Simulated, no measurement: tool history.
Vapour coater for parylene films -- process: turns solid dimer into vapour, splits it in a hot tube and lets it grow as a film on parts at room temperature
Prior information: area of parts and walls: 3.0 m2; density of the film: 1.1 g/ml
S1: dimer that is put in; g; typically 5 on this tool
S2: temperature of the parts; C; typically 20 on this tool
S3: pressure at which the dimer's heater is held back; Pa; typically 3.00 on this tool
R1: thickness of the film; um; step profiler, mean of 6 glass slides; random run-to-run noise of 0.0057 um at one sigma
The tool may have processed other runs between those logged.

run   hour  S1  S2     S3     R1
  1    0.0   5  20   3.00  1.002
  2   24.9   5  20  10.65  0.924
  3   53.6   5  13  10.65  1.122
  4   80.3   5  13  10.65  1.117
  5   98.8   5  13  10.65  1.110
  6  131.3   5  13  10.26  1.107
  7  167.0   5  13  10.26  1.120
     185.5  -- trap's valve overhauled
  8  191.4   5  13  10.26  1.105
  9  222.1   5  13  10.26  1.115
 10  242.9   5  21   3.00  0.956
 11  267.6   5  21   3.00  0.967
 12  289.3   5  16   3.00  1.092
 13  317.5   4  16   3.06  0.871
 14  352.8   5  23   3.06  0.901
 15  375.6   7  20   4.65  1.329
 16  396.7   5  27   3.94  0.796
 17  414.3   5  20   2.07  0.991
 18  445.4   8  20   3.00  1.556
 19  484.5   4  21   5.36  0.731
 20  500.9   5  32   5.32  0.671

Had the tool no unlogged condition, and each run kept its random variation, what would the results have been?
The hidden state here: vapour lost through the trap's worn valve, %; true temperature of the parts over the reading, C; drift of the gauge itself on film_um, %.
run     R1
  1  1.003
  2  0.927
  3  1.128
  4  1.125
  5  1.119
  6  1.118
  7  1.134
  8  1.117
  9  1.129
 10  0.969
 11  0.982
 12  1.110
 13  0.887
 14  0.920
 15  1.359
 16  0.815
 17  1.016
 18  1.599
 19  0.752
 20  0.692
